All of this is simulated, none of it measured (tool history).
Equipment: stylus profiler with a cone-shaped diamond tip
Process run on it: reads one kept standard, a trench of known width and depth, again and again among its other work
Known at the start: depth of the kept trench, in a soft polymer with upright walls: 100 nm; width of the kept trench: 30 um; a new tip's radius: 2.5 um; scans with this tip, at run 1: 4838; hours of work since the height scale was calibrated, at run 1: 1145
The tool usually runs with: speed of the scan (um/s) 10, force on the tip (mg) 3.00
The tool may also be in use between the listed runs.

| run | day | speed of the scan (um/s) | force on the tip (mg) | scans with this tip | hours of work since the height scale was calibrated | depth of the trench (angstrom) | width of the trench's floor (um) |
|---|---|---|---|---|---|---|---|
| 1 | 0.000 | 10 | 3.00 | 4838 | 1145 | 1007.5 | 28.25 |
| 2 | 1.742 | 10 | 3.00 | 4950 | 1171 | 1007.0 | 28.19 |
| 3 | 3.471 | 20 | 3.00 | 5060 | 1198 | 1008.2 | 28.24 |
| 4 | 4.950 | 20 | 3.00 | 5155 | 1220 | 1008.7 | 28.21 |
| 5 | 6.179 | 10 | 3.00 | 5234 | 1239 | 1008.5 | 28.21 |
| 6 | 7.088 | 10 | 3.00 | 5292 | 1252 | 1007.4 | 28.22 |
| 7 | 8.383 | 10 | 1.62 | 5375 | 1272 | 1002.2 | 28.18 |
| 8 | 9.371 | 10 | 7.47 | 5438 | 1287 | 1019.5 | 28.20 |
| 9 | 11.112 | 3 | 3.00 | 5549 | 1313 | 1007.2 | 28.17 |
| 10 | 12.267 | 3 | 3.00 | 5623 | 1331 | 1006.4 | 28.24 |
| 11 | 14.038 | 10 | 3.00 | 5737 | 1358 | 1006.9 | 28.19 |
| 12 | 15.000 | 10 | 3.00 | 5798 | 1372 | 1006.7 | 28.16 |
| 13 | 16.754 | 10 | 3.00 | 5910 | 1399 | 1007.6 | 28.15 |
| 14 | 18.408 | 22 | 3.00 | 6016 | 1424 | 1008.0 | 28.19 |
| 15 | 19.429 | 10 | 3.00 | 6082 | 1439 | 1006.8 | 28.16 |
|  | 19.608 | height scale calibrated on a step standard |
| 16 | 21.512 | 10 | 3.00 | 6214 | 29 | 1003.7 | 28.11 |
| 17 | 22.425 | 10 | 3.00 | 6272 | 43 | 1004.3 | 28.20 |
| 18 | 23.512 | 10 | 2.15 | 6342 | 59 | 999.7 | 28.17 |
| 19 | 25.492 | 10 | 2.60 | 6468 | 89 | 1003.7 | 28.12 |
|  | 25.892 | height scale calibrated on a step standard, once more |
| 20 | 26.871 | 10 | 2.60 | 6555 | 15 | 1012.8 | 28.10 |
| 21 | 28.467 | 10 | 2.60 | 6657 | 39 | 1013.2 | 28.10 |
| 22 | 29.667 | 10 | 2.60 | 6734 | 57 | 1013.4 | 28.07 |
| 23 | 31.133 | 10 | 3.00 | 6828 | 79 | 1015.1 | 28.10 |
| 24 | 32.104 | 4 | 5.01 | 6890 | 94 | 1020.0 | 28.13 |
| 25 | 33.400 | 3 | 2.75 | 6973 | 114 | 1014.0 | 28.15 |
| 26 | 34.700 | 2 | 8.25 | 7056 | 133 | 1028.2 | 28.17 |
| 27 | 35.917 | 2 | 8.25 | 7134 | 152 | 1028.4 | 28.08 |
| 28 | 37.125 | 6 | 3.70 | 7212 | 170 | 1016.8 | 28.13 |
| 29 | 38.158 | 28 | 2.55 | 7278 | 186 | 1011.5 | 28.04 |
| 30 | 39.312 | 18 | 7.98 | 7352 | 203 | 1027.0 | 28.11 |
| 31 | 40.271 | 18 | 7.98 | 7413 | 218 | 1028.2 | 28.06 |
| 32 | 42.267 | 18 | 7.98 | 7541 | 248 | 1026.9 | 28.05 |
| 33 | 44.079 | 23 | 1.22 | 7657 | 276 | 1006.4 | 28.00 |
| 34 | 45.858 | 23 | 1.22 | 7771 | 302 | 1008.8 | 27.99 |
| 35 | 46.779 | 20 | 3.34 | 7830 | 316 | 1013.6 | 28.06 |
| 36 | 48.183 | 37 | 2.31 | 7919 | 338 | 1011.5 | 28.02 |
| 37 | 50.071 | 8 | 3.00 | 8040 | 366 | 1013.1 | 28.07 |
| 38 | 52.050 | 40 | 4.14 | 8167 | 396 | 1016.7 | 28.01 |
| 39 | 54.000 | 3 | 1.47 | 8292 | 426 | 1008.3 | 28.05 |
| 40 | 55.958 | 10 | 3.69 | 8417 | 455 | 1014.8 | 28.00 |
| 41 | 56.900 | 8 | 3.69 | 8477 | 470 | 1014.5 | 27.98 |
| 42 | 58.121 | 4 | 3.00 | 8556 | 488 | 1012.8 | 28.01 |
| 43 | 59.679 | 13 | 1.74 | 8655 | 512 | 1009.5 | 28.02 |
| 44 | 61.158 | 6 | 5.67 | 8750 | 534 | 1021.1 | 28.02 |
| 45 | 62.038 | 4 | 5.14 | 8806 | 548 | 1018.5 | 28.03 |

Predict each of these 5 candidate next runs independently; none follows another, all start after run 45:
| A | 62.912 | 8 | 2.46 | 8862 | 561 | ? | ? |
| B | 62.912 | 3 | 7.96 | 8862 | 561 | ? | ? |
| C | 62.912 | 10 | 1.64 | 8862 | 561 | ? | ? |
| D | 62.912 | 2 | 5.14 | 8862 | 561 | ? | ? |
| E | 62.912 | 28 | 4.75 | 8862 | 561 | ? | ? |

| run | depth of the trench (angstrom) | width of the trench's floor (um) |
|---|---|---|
| A | 1011.0 | 27.99 |
| B | 1025.8 | 28.03 |
| C | 1006.8 | 28.02 |
| D | 1017.8 | 28.03 |
| E | 1016.2 | 28.01 |
With the hidden condition removed and each run's random variation left untouched, the same runs would have given:
| run | depth of the trench (angstrom) | width of the trench's floor (um) |
|---|---|---|
| A | 1012.9 | 28.57 |
| B | 1027.7 | 28.62 |
| C | 1008.7 | 28.61 |
| D | 1019.8 | 28.61 |
| E | 1018.1 | 28.59 |
